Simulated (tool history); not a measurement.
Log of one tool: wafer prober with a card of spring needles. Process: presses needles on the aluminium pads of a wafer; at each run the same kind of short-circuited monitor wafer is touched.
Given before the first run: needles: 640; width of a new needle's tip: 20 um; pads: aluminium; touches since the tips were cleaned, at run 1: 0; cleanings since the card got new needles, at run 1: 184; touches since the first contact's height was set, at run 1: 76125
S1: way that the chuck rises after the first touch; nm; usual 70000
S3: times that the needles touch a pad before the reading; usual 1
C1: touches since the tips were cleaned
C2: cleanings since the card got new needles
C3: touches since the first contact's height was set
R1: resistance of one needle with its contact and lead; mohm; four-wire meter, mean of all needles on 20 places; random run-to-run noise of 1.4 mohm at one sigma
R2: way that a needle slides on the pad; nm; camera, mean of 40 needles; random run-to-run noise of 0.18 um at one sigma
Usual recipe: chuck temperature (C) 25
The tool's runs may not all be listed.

Run 1, hour 0.0: usual settings; C1 0; C2 184; C3 76125. Result: R1 141 mohm, R2 17450 nm.
At hour 3.8: tips cleaned on abrasive film.
At hour 7.5: tips cleaned on abrasive film.
At hour 12.2: tips cleaned on abrasive film.
At hour 16.9: tips cleaned on abrasive film.
At hour 21.6: tips cleaned on abrasive film.
Run 2, hour 23.0: usual settings; C1 750; C2 189; C3 88449. Result: R1 252 mohm, R2 16890 nm.
At hour 25.8: tips cleaned on abrasive film.
At hour 29.6: tips cleaned on abrasive film.
At hour 33.4: tips cleaned on abrasive film.
Run 3, hour 34.0: usual settings; C1 358; C2 192; C3 94345. Result: R1 196 mohm, R2 16900 nm.
At hour 37.8: tips cleaned on abrasive film.
At hour 41.6: tips cleaned on abrasive film.
At hour 45.3: tips cleaned on abrasive film.
At hour 49.1: tips cleaned on abrasive film.
At hour 52.9: tips cleaned on abrasive film.
At hour 54.8: tips cleaned on abrasive film, once more.
Run 4, hour 57.1: usual settings; C1 1237; C2 198; C3 106654. Result: R1 289 mohm, R2 16690 nm.
At hour 59.0: tips cleaned on abrasive film.
At hour 62.8: tips cleaned on abrasive film.
At hour 66.5: tips cleaned on abrasive film.
At hour 70.3: tips cleaned on abrasive film.
Run 5, hour 71.6: usual settings; C1 711; C2 202; C3 114409. Result: R1 262 mohm, R2 16670 nm.
At hour 74.5: tips cleaned on abrasive film.
At hour 78.2: tips cleaned on abrasive film.
At hour 82.0: tips cleaned on abrasive film.
At hour 86.7: tips cleaned on abrasive film.
Run 6, hour 89.1: usual settings; C1 1330; C2 206; C3 123792. Result: R1 317 mohm, R2 16530 nm.
At hour 91.0: tips cleaned on abrasive film.
At hour 94.8: tips cleaned on abrasive film.
At hour 98.6: tips cleaned on abrasive film.
At hour 102.4: tips cleaned on abrasive film.
At hour 106.1: tips cleaned on abrasive film.
At hour 109.9: tips cleaned on abrasive film.
At hour 114.6: tips cleaned on abrasive film.
Run 7, hour 116.0: usual settings but chuck temperature (C) 51; C1 749; C2 213; C3 138128. Result: R1 275 mohm, R2 16550 nm.
At hour 118.8: tips cleaned on abrasive film.
At hour 122.6: tips cleaned on abrasive film.
At hour 126.3: tips cleaned on abrasive film.
At hour 130.1: tips cleaned on abrasive film.
At hour 133.9: tips cleaned on abrasive film.
At hour 138.6: tips cleaned on abrasive film.
Run 8, hour 139.9: usual settings but chuck temperature (C) 51; C1 710; C2 219; C3 150914. Result: R1 269 mohm, R2 16220 nm.
At hour 142.7: tips cleaned on abrasive film.
At hour 146.5: tips cleaned on abrasive film.
At hour 150.3: tips cleaned on abrasive film.
At hour 155.0: tips cleaned on abrasive film.
At hour 158.7: tips cleaned on abrasive film.
Run 9, hour 161.5: usual settings but chuck temperature (C) 51; C1 1539; C2 224; C3 162519. Result: R1 367 mohm, R2 16120 nm.
At hour 162.6: tips cleaned on abrasive film.
At hour 166.3: tips cleaned on abrasive film.
At hour 169.4: height of the first contact set anew.
At hour 171.3: tips cleaned on abrasive film.
At hour 176.0: tips cleaned on abrasive film.
At hour 179.8: tips cleaned on abrasive film.
At hour 184.5: tips cleaned on abrasive film.
Run 10, hour 185.7: usual settings but chuck temperature (C) 51; C1 691; C2 230; C3 8743. Result: R1 238 mohm, R2 18260 nm.
At hour 188.6: tips cleaned on abrasive film.
At hour 192.3: tips cleaned on abrasive film.
At hour 196.1: tips cleaned on abrasive film.
At hour 199.9: tips cleaned on abrasive film.
Run 11, hour 202.8: usual settings but chuck temperature (C) 51; C1 1620; C2 234; C3 17913. Result: R1 334 mohm, R2 17930 nm.
At hour 203.9: tips cleaned on abrasive film.
At hour 207.6: tips cleaned on abrasive film.
At hour 211.4: tips cleaned on abrasive film.
At hour 216.1: tips cleaned on abrasive film.
Run 12, hour 217.0: usual settings but chuck temperature (C) 27; C1 489; C2 238; C3 25447. Result: R1 213 mohm, R2 18310 nm.
At hour 220.8: tips cleaned on abrasive film.
At hour 224.5: tips cleaned on abrasive film.
At hour 228.3: tips cleaned on abrasive film.
At hour 232.1: tips cleaned on abrasive film.
At hour 235.8: tips cleaned on abrasive film.
At hour 239.6: tips cleaned on abrasive film.
Run 13, hour 240.5: usual settings but chuck temperature (C) 27; C1 494; C2 244; C3 38019. Result: R1 209 mohm, R2 18000 nm.

Expected results for the next run?
At hour 244.3: tips cleaned on abrasive film.
At hour 249.0: tips cleaned on abrasive film.
At hour 252.7: tips cleaned on abrasive film.
Run 14, hour 252.8: usual settings but S1 59000 nm; C1 52; C2 247; C3 44614. Result: R1 ?, R2 ?.

Logged for run 14: R1 171 mohm, R2 15210 nm.
With the hidden condition absent and the run-to-run variation left alone, this run would have shown R1 122 mohm, R2 15800 nm.
